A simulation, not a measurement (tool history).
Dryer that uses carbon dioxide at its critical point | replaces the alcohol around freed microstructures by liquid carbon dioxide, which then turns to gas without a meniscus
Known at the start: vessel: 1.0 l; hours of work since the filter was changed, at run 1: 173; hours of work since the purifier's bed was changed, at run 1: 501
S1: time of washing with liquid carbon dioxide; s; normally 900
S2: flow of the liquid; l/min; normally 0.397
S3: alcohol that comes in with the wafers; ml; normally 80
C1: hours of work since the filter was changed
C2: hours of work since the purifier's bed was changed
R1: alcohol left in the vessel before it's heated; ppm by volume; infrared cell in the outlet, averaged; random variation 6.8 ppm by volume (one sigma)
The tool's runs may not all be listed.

run	hour	S1	S2	S3	C1	C2	R1
1	0	900	0.397	80	173	501	640
2	16.4	900	0.397	80	184	513	647
3	41.2	900	0.397	80	201	530	657
4	58.4	720	0.397	80	213	542	1628
5	70.4	1200	0.397	80	222	550	263
6	81.6	1200	0.397	80	230	558	270
7	93.5	1200	0.397	80	238	566	279
8	105.3	1200	0.397	80	246	575	287
9	123	1200	0.397	80	258	587	285
10	138.2	1200	0.397	80	269	598	295
11	151.7	1200	0.397	80	278	607	309
12	171.4	900	0.397	80	292	621	824
13	187.2	900	0.397	80	303	632	812
14	204.8	900	0.397	80	315	644	880
15	225.9	900	0.397	80	330	659	898
# hour 229.2: inlet filter changed
16	237.3	900	0.546	80	6	666	234
17	258.8	540	0.546	80	21	681	1107
18	271.8	540	0.546	80	30	690	1102
19	294.5	540	0.546	80	45	706	1145
# hour 313.4: purifier's bed changed
20	322.1	540	0.546	80	63	6	952
21	334.6	540	0.546	80	71	15	940
22	354.2	900	0.397	80	85	28	383
23	367.4	900	0.397	80	94	38	397
24	380.6	900	0.397	80	103	47	407
25	393.9	900	0.397	60	113	56	305
26	409.5	900	0.397	60	124	67	328
27	422.5	900	0.562	103	133	76	90
28	441.1	900	0.562	103	146	89	103
29	460.8	900	0.562	103	159	103	102
30	473.6	900	0.562	103	168	112	115
31	496	960	0.398	31	184	127	174
32	512.9	720	0.317	47	196	139	1768
33	534.8	720	0.317	47	211	154	1813
34	558.8	960	0.553	50	228	171	82
35	579.6	900	0.397	24	242	185	206
36	592.5	900	0.397	24	251	194	219
37	613.7	900	0.397	24	266	209	237
38	629.8	900	0.397	24	277	221	229
39	653.6	1020	0.409	80	294	237	323
40	666.8	1320	0.455	51	303	246	85
41	685.9	1080	0.264	80	316	260	1612
# hour 707.9: inlet filter changed
42	710.5	780	0.24	80	2	276	4317
43	726.3	1200	0.281	109	13	287	682
44	749.8	1080	0.423	94	29	303	183
45	766.7	900	0.308	69	41	315	1098
46	778.8	900	0.308	69	49	324	1094
47	792.7	900	0.308	69	59	333	1138

For each entry between runs, how does the tool's hidden state at the last listed run before it compare with that at the first listed run after it?
Run 15 -> run 16: inlet filter changed (hour 229.2)
  flow that reaches the vessel past the clogged filter, %: 85.2 -> 99.7; alcohol in the recycled carbon dioxide, ppm: 195.3 -> 197.3
  measured result minus the result with no hidden state, R1: +589 -> +191 ppm by volume
Run 19 -> run 20: purifier's bed changed (hour 313.4)
  flow that reaches the vessel past the clogged filter, %: 98.1 -> 97.4; alcohol in the recycled carbon dioxide, ppm: 209.1 -> 7.8
  measured result minus the result with no hidden state, R1: +282 -> +109 ppm by volume
Run 41 -> run 42: inlet filter changed (hour 707.9)
  flow that reaches the vessel past the clogged filter, %: 87.7 -> 99.1; alcohol in the recycled carbon dioxide, ppm: 82.6 -> 87.5
  measured result minus the result with no hidden state, R1: +735 -> +190 ppm by volume

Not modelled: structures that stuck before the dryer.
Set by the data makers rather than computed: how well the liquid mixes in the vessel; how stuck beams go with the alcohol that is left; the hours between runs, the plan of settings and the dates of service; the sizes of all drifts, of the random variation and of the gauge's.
